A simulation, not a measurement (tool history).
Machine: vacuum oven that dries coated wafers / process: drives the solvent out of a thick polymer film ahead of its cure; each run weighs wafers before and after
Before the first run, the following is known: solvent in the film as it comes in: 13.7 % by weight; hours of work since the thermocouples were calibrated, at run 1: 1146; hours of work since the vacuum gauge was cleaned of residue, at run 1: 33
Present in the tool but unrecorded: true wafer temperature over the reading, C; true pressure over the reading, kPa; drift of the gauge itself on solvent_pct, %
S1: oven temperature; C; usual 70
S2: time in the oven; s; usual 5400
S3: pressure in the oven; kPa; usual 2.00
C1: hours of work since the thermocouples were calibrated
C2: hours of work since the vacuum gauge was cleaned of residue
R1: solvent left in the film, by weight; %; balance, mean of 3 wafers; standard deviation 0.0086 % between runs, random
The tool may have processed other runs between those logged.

run    hour  S1    S2    S3    C1   C2     R1
  1     0.0  70  5400  2.00  1146   33  1.173
  2    25.6  70  5400  2.00  1160   47  1.175
  3    45.2  70  5400  2.00  1171   58  1.168
  4    73.0  70  5400  2.00  1186   74  1.170
  5    99.2  70  5400  2.00  1201   88  1.160
  6   145.6  78  5400  2.00  1227  114  0.593
  7   166.4  78  5400  2.00  1238  126  0.585
  8   203.6  70  5400  2.54  1259  147  1.341
  9   244.6  70  5400  2.54  1282  169  1.329
 10   275.2  70  5400  2.54  1299  186  1.338
      305.7  -- oven's thermocouples calibrated
 11   309.3  70  5400  2.00     2  204  1.299
 12   336.3  70  8160  2.00    17  219  0.834
 13   366.4  70  5400  2.00    34  236  1.294
 14   396.4  70  5400  5.77    51  253  2.515
 15   434.7  70  5400  5.77    72  274  2.529
 16   474.7  70  5400  2.00    94  296  1.308
 17   516.4  70  5400  2.00   117  320  1.303
 18   549.0  70  5400  1.20   136  338  1.038
 19   575.9  70  5400  1.20   150  353  1.024
 20   616.4  70  5400  1.20   173  375  1.029
 21   644.8  72  5400  1.27   189  391  0.851
 22   673.9  72  5100  1.27   205  407  0.930
 23   710.3  72  5100  1.27   225  428  0.945
 24   746.6  57  4680  2.00   246  448  4.220
 25   771.0  69  5400  1.80   259  461  1.344
 26   800.9  73  4200  2.88   276  478  1.621
 27   821.6  73  4200  2.88   287  490  1.631
 28   853.7  78  3840  5.97   305  507  1.905
 29   895.3  78  3840  5.97   328  531  1.894
 30   914.9  78  3840  5.97   339  542  1.910
 31   934.8  79  5760  2.00   350  553  0.556
 32   964.5  79  5760  2.00   367  569  0.554
 33  1001.3  80  2820  2.00   387  590  1.319
 34  1020.9  80  2820  2.00   398  601  1.306
 35  1056.1  82  4020  2.29   418  620  0.690
 36  1077.8  82  6960  7.22   430  632  1.540
 37  1116.3  82  6960  7.22   451  654  1.537
 38  1136.9  82  6960  7.22   463  665  1.517

Below are 4 alternative next runs, each starting from the tool's condition after run 38. Predict each:
  A  1176.3  55  2760  1.04  485  687   ?
  B  1176.3  70  6360  1.05  485  687   ?
  C  1176.3  82  6120  7.25  485  687   ?
  D  1176.3  66  6900  1.54  485  687   ?

run     R1
  A  6.274
  B  0.730
  C  1.560
  D  1.184
Take away the tool's hidden state, keep each run's random variation, and the runs would have read:
run     R1
  A  6.295
  B  0.707
  C  1.552
  D  1.165
